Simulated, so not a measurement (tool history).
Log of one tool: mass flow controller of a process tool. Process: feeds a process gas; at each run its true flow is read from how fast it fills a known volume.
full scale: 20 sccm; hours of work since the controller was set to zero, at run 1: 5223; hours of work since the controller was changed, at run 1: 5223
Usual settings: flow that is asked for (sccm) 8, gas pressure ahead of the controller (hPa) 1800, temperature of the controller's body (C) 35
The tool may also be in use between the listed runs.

run,hour,flow that is asked for (sccm),gas pressure ahead of the controller (hPa),temperature of the controller's body (C),hours of work since the controller was set to zero,hours of work since the controller was changed,true flow (%)
1,0.0,8,1800,35,5223,5223,98.23
2,213.8,8,1800,35,5299,5299,98.24
3,585.6,8,1800,35,5432,5432,98.09
4,922.4,8,1800,21,5553,5553,97.72
5,1165.4,8,1800,21,5640,5640,97.74
6,1432.6,8,2290,35,5735,5735,98.38
7,1656.4,8,2290,35,5815,5815,98.35
8,1878.7,20,1980,25,5894,5894,100.69
9,2145.7,20,1980,25,5990,5990,100.56
10,2581.9,7,2110,32,6146,6146,97.84
11,2843.4,7,2110,32,6239,6239,97.90

Forecast run 12:
# hour 2913.3: controller's zero set anew
12,3204.8,5,2390,32,104,6368,?

Run 12 gave true flow (%) 99.51.
Without the tool's hidden state the same run would have given true flow (%) 98.25.
